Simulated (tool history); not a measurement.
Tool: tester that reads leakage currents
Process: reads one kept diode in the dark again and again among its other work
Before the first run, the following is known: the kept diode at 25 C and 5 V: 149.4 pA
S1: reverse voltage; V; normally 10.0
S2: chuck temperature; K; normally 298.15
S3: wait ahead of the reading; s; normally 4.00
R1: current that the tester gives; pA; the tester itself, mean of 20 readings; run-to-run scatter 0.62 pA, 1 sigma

run	hour	S1	S2	S3	R1
1	0.0	10.0	298.15	4.00	198.07
2	58.0	1.1	298.15	4.00	69.80
3	103.9	1.1	298.15	4.00	69.67
4	174.6	10.0	298.15	4.00	198.86
5	269.1	10.0	324.15	4.00	1311.08
# hour 306.8: chuck's temperature calibrated
6	338.6	10.0	324.15	4.00	1259.74
7	399.7	10.0	324.15	4.00	1259.04
# hour 452.5: chuck's temperature calibrated, once more
8	454.6	10.0	324.15	4.00	1403.40
9	512.2	10.0	324.15	4.00	1391.22
10	565.6	10.0	324.15	0.55	1409.06
11	626.6	10.0	324.15	0.55	1406.88
12	674.6	10.0	298.15	4.00	216.87
13	761.8	10.0	298.15	4.00	218.59
14	808.4	10.0	298.15	4.00	218.09
15	888.6	10.0	298.15	4.00	219.51
16	966.1	10.0	298.15	4.00	219.83
17	1025.7	10.0	298.15	4.00	218.85
18	1077.4	5.4	299.15	4.00	174.34
# hour 1149.2: probe card cleaned and baked
19	1179.3	7.0	322.15	0.33	1015.15
20	1228.5	14.1	302.15	3.52	322.87
21	1304.0	14.1	302.15	3.52	323.82
22	1385.9	4.0	331.15	0.58	1416.84
23	1436.4	4.8	298.15	1.60	144.12
24	1511.2	4.8	298.15	1.60	144.51
25	1562.6	1.0	324.15	2.41	468.22
26	1605.6	12.1	297.15	4.00	206.76
27	1703.3	12.1	297.15	4.00	208.88
28	1769.4	4.2	307.15	0.32	274.44
29	1836.9	4.2	307.15	0.32	275.03
30	1922.3	1.7	297.15	6.67	81.03
31	1966.9	2.5	318.15	4.00	467.12
32	2030.7	1.1	321.15	0.45	394.36
33	2087.8	3.1	298.15	4.00	117.57
34	2186.7	10.0	298.15	4.12	209.65

3 ways to go on from here, each from the tool as it stands after run 34. What would each give?
A	2272.5	1.9	311.15	2.14	?
B	2272.5	5.1	305.15	8.15	?
C	2272.5	10.0	305.15	5.20	?

run	R1
A	247.95
B	254.26
C	348.34
Take away the tool's hidden state, keep each run's random variation, and the runs would have read:
run	R1
A	259.93
B	262.13
C	354.58
